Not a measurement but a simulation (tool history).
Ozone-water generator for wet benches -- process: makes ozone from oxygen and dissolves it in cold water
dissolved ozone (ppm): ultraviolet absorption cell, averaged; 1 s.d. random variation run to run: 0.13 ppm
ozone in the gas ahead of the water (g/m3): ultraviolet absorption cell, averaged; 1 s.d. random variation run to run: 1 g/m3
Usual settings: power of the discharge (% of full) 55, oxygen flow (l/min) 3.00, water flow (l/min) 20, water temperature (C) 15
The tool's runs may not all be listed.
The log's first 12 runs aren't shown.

run	hour	power of the discharge (% of full)	oxygen flow (l/min)	water flow (l/min)	water temperature (C)	hours of work since the electrodes were changed	hours of work since the contactor was cleaned	hours of work since the thermometer was calibrated	dissolved ozone (ppm)	ozone in the gas ahead of the water (g/m3)
13	578.2	55	3.00	20	15	1902	4875	704	12.4	173.8
14	626.2	55	3.00	20	15	1949	4923	751	12.6	175.1
15	693.5	55	1.96	20	15	2016	4990	818	12.0	226.0
16	748.7	55	1.96	20	15	2071	5044	873	11.9	225.2
17	797.2	55	3.20	29	15	2119	5092	921	7.9	166.5
18	856.6	71	3.00	15	21	2178	5151	980	19.8	220.5
19	917.9	53	2.91	28	15	2238	5212	1040	8.1	170.4
20	981.6	55	3.00	20	21	2301	5275	1103	11.8	175.6
21	1046.7	55	4.40	25	15	2366	5339	1168	10.0	137.9
22	1083.6	46	4.40	25	13	2402	5376	1204	8.6	117.9
23	1116.5	46	4.40	25	13	2435	5408	1237	8.5	117.2
24	1163.9	69	4.40	18	13	2482	5455	1284	18.0	169.4
25	1221.7	47	2.60	29	16	2539	5513	1341	6.9	162.8
26	1255.3	47	2.60	29	16	2572	5546	1374	6.8	163.2
27	1303.7	41	3.00	20	15	2620	5594	1422	9.3	131.8
28	1360.9	40	3.00	29	8	2677	5650	1479	6.2	129.5
29	1389.3	58	3.21	16	15	2705	5679	1507	16.6	173.6
30	1441.2	44	3.00	30	19	2756	5730	1558	6.1	140.8
31	1508.9	44	3.00	30	19	2823	5797	1625	6.0	140.6
32	1546.7	48	5.32	26	15	2861	5834	1663	8.4	107.0

Alternative continuations, all from the tool just after run 32; predict every row:
A	1593.9	66	1.65	27	15	2908	5881	1710	?	?
B	1593.9	50	1.82	18	15	2908	5881	1710	?	?
C	1593.9	48	4.77	19	15	2908	5881	1710	?	?
D	1593.9	48	2.45	18	15	2908	5881	1710	?	?

run	dissolved ozone (ppm)	ozone in the gas ahead of the water (g/m3)
A	8.9	292.3
B	11.8	213.4
C	11.6	115.5
D	11.9	172.5
Had the tool no hidden state, the same runs would have come out as:
run	dissolved ozone (ppm)	ozone in the gas ahead of the water (g/m3)
A	9.7	301.2
B	12.6	218.1
C	12.4	117.9
D	12.7	176.1
